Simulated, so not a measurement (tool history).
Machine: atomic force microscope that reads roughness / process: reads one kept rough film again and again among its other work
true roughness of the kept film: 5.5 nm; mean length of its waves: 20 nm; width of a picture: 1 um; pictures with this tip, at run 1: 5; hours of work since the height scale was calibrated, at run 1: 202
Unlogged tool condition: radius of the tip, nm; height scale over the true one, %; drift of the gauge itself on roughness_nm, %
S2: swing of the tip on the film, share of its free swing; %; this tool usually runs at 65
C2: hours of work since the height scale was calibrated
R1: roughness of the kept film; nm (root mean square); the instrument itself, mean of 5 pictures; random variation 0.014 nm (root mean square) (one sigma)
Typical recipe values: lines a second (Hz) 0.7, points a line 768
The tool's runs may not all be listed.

Run 1, hour 0: usual settings; pictures with this tip 5; C2 202. Result: R1 3.315 nm (root mean square).
Run 2, hour 12.9: usual settings; pictures with this tip 28; C2 210. Result: R1 3.041 nm (root mean square).
Run 3, hour 21.9: usual settings; pictures with this tip 45; C2 215. Result: R1 2.882 nm (root mean square).
Run 4, hour 33.3: usual settings; pictures with this tip 66; C2 222. Result: R1 2.691 nm (root mean square).
Run 5, hour 44.1: usual settings; pictures with this tip 85; C2 229. Result: R1 2.524 nm (root mean square).
Run 6, hour 55.2: usual settings; pictures with this tip 106; C2 236. Result: R1 2.381 nm (root mean square).
Run 7, hour 61.8: usual settings but S2 69 %; pictures with this tip 117; C2 240. Result: R1 2.272 nm (root mean square).
At hour 63.2: new tip fitted.
Run 8, hour 73.2: usual settings; pictures with this tip 18; C2 246. Result: R1 3.161 nm (root mean square).
Run 9, hour 85.2: usual settings; pictures with this tip 40; C2 254. Result: R1 2.963 nm (root mean square).
Run 10, hour 98.1: usual settings but S2 80 %; pictures with this tip 64; C2 262. Result: R1 2.62 nm (root mean square).
Run 11, hour 110.7: usual settings but S2 80 %; pictures with this tip 86; C2 270. Result: R1 2.45 nm (root mean square).
Run 12, hour 122.7: usual settings but S2 80 %; pictures with this tip 108; C2 277. Result: R1 2.318 nm (root mean square).
At hour 128.8: new tip fitted.
Run 13, hour 134.5: usual settings but S2 80 %; pictures with this tip 10; C2 284. Result: R1 3.074 nm (root mean square).
Run 14, hour 141.3: usual settings but S2 80 %; pictures with this tip 22; C2 288. Result: R1 2.952 nm (root mean square).
Run 15, hour 155.1: usual settings but S2 80 %; pictures with this tip 47; C2 297. Result: R1 2.669 nm (root mean square).
Run 16, hour 162.7: usual settings but S2 80 %, points a line 490; pictures with this tip 61; C2 301. Result: R1 2.558 nm (root mean square).
Run 17, hour 174.5: usual settings but S2 80 %, points a line 490; pictures with this tip 82; C2 309. Result: R1 2.384 nm (root mean square).
Run 18, hour 184.7: usual settings but lines a second (Hz) 1.826; pictures with this tip 101; C2 315. Result: R1 2.263 nm (root mean square).
At hour 195.4: new tip fitted.
Run 19, hour 197.5: usual settings; pictures with this tip 3; C2 323. Result: R1 3.237 nm (root mean square).
Run 20, hour 210.7: usual settings; pictures with this tip 27; C2 331. Result: R1 2.978 nm (root mean square).
Run 21, hour 218.2: usual settings; pictures with this tip 41; C2 335. Result: R1 2.867 nm (root mean square).
Run 22, hour 230.5: usual settings; pictures with this tip 63; C2 343. Result: R1 2.687 nm (root mean square).
Run 23, hour 243.9: usual settings; pictures with this tip 88; C2 351. Result: R1 2.5 nm (root mean square).
Run 24, hour 254.1: usual settings; pictures with this tip 106; C2 358. Result: R1 2.37 nm (root mean square).
Run 25, hour 260.5: usual settings; pictures with this tip 118; C2 362. Result: R1 2.288 nm (root mean square).
At hour 262.2: new tip fitted.
Run 26, hour 270: usual settings; pictures with this tip 14; C2 367. Result: R1 3.205 nm (root mean square).
Run 27, hour 281.4: usual settings but S2 87 %; pictures with this tip 35; C2 374. Result: R1 2.786 nm (root mean square).
Run 28, hour 293: usual settings but S2 71 %; pictures with this tip 56; C2 381. Result: R1 2.769 nm (root mean square).
Run 29, hour 305.1: usual settings but S2 71 %; pictures with this tip 78; C2 389. Result: R1 2.571 nm (root mean square).
Run 30, hour 316.4: usual settings but lines a second (Hz) 1.053, S2 75 %, points a line 736; pictures with this tip 99; C2 396. Result: R1 2.329 nm (root mean square).
At hour 327.9: new tip fitted.
Run 31, hour 328.7: usual settings but lines a second (Hz) 1.737, S2 59 %, points a line 540; pictures with this tip 1; C2 403. Result: R1 3.277 nm (root mean square).
Run 32, hour 336.1: usual settings but lines a second (Hz) 2.614, S2 56 %, points a line 308; pictures with this tip 15; C2 408. Result: R1 3.023 nm (root mean square).
Run 33, hour 350: usual settings but lines a second (Hz) 2.614, S2 56 %, points a line 308; pictures with this tip 40; C2 416. Result: R1 2.768 nm (root mean square).
Run 34, hour 360.9: usual settings but lines a second (Hz) 2.614, S2 56 %, points a line 308; pictures with this tip 60; C2 423. Result: R1 2.594 nm (root mean square).
Run 35, hour 368.8: usual settings but lines a second (Hz) 2.614, S2 57 %, points a line 308; pictures with this tip 74; C2 428. Result: R1 2.465 nm (root mean square).
Run 36, hour 376.9: usual settings but lines a second (Hz) 3.294, S2 58 %, points a line 743; pictures with this tip 89; C2 433. Result: R1 2.348 nm (root mean square).
Run 37, hour 383.8: usual settings but lines a second (Hz) 3.294, S2 58 %, points a line 743; pictures with this tip 101; C2 437. Result: R1 2.274 nm (root mean square).
At hour 394.2: new tip fitted.
Run 38, hour 395.1: usual settings but lines a second (Hz) 3.294, S2 58 %, points a line 743; pictures with this tip 2; C2 444. Result: R1 3.134 nm (root mean square).
Run 39, hour 407.6: usual settings but lines a second (Hz) 2.55, S2 74 %, points a line 432; pictures with this tip 25; C2 452. Result: R1 2.604 nm (root mean square).
Run 40, hour 421.2: usual settings but lines a second (Hz) 2.55, S2 74 %, points a line 432; pictures with this tip 49; C2 460. Result: R1 2.39 nm (root mean square).
Run 41, hour 434.5: usual settings but lines a second (Hz) 0.976, S2 59 %, points a line 408; pictures with this tip 73; C2 468. Result: R1 2.599 nm (root mean square).
Run 42, hour 443.3: usual settings but lines a second (Hz) 0.976, S2 59 %, points a line 408; pictures with this tip 89; C2 474. Result: R1 2.472 nm (root mean square).
Run 43, hour 454.9: usual settings but lines a second (Hz) 1.397, S2 59 %, points a line 716; pictures with this tip 111; C2 481. Result: R1 2.321 nm (root mean square).
At hour 460.3: new tip fitted.
Run 44, hour 464.1: usual settings but lines a second (Hz) 1.397, S2 59 %, points a line 716; pictures with this tip 7; C2 486. Result: R1 3.29 nm (root mean square).
Run 45, hour 477.9: usual settings but lines a second (Hz) 1.397, S2 59 %, points a line 716; pictures with this tip 32; C2 495. Result: R1 3.001 nm (root mean square).
Run 46, hour 489.3: usual settings but lines a second (Hz) 1.397, S2 59 %, points a line 716; pictures with this tip 53; C2 502. Result: R1 2.835 nm (root mean square).
Run 47, hour 498.9: usual settings but lines a second (Hz) 1.949, points a line 555; pictures with this tip 71; C2 508. Result: R1 2.538 nm (root mean square).
Run 48, hour 508: usual settings but lines a second (Hz) 1.949, points a line 555; pictures with this tip 87; C2 513. Result: R1 2.386 nm (root mean square).
Run 49, hour 514.4: usual settings but points a line 495; pictures with this tip 99; C2 517. Result: R1 2.467 nm (root mean square).
Run 50, hour 524.9: usual settings but lines a second (Hz) 2.067, points a line 495; pictures with this tip 118; C2 524. Result: R1 2.2 nm (root mean square).
At hour 526.2: new tip fitted.
Run 51, hour 538.6: usual settings but lines a second (Hz) 3.697, S2 56 %, points a line 532; pictures with this tip 23; C2 532. Result: R1 2.945 nm (root mean square).
Run 52, hour 547: usual settings but lines a second (Hz) 3.532, S2 72 %, points a line 262; pictures with this tip 38; C2 537. Result: R1 2.364 nm (root mean square).
Run 53, hour 560.5: usual settings but lines a second (Hz) 3.532, S2 72 %, points a line 262; pictures with this tip 63; C2 545. Result: R1 2.173 nm (root mean square).
Run 54, hour 569: usual settings but lines a second (Hz) 3.532, S2 72 %, points a line 262; pictures with this tip 78; C2 551. Result: R1 2.073 nm (root mean square).

For some of the steps in R1 from one run to the next: how much would appear even if the tool had no hidden state, given the settings, what came in and random variation, and how much remains for the hidden state plus any gauge scatter that the measured result and the result without hidden state don't share?
Run 18 -> 19: lines a second (Hz) 1.826 -> 0.7, new tip fitted. R1 +0.974 nm (root mean square): hidden state +0.832, all else +0.142.
Run 25 -> 26: new tip fitted. R1 +0.917 nm (root mean square): hidden state +0.899, all else +0.018.
Run 30 -> 31: lines a second (Hz) 1.053 -> 1.737, S2 75 -> 59, points a line 736 -> 540, new tip fitted. R1 +0.948 nm (root mean square): hidden state +0.849, all else +0.099.
Run 37 -> 38: new tip fitted. R1 +0.86 nm (root mean square): hidden state +0.873, all else -0.013.
Run 43 -> 44: new tip fitted. R1 +0.969 nm (root mean square): hidden state +0.961, all else +0.008.

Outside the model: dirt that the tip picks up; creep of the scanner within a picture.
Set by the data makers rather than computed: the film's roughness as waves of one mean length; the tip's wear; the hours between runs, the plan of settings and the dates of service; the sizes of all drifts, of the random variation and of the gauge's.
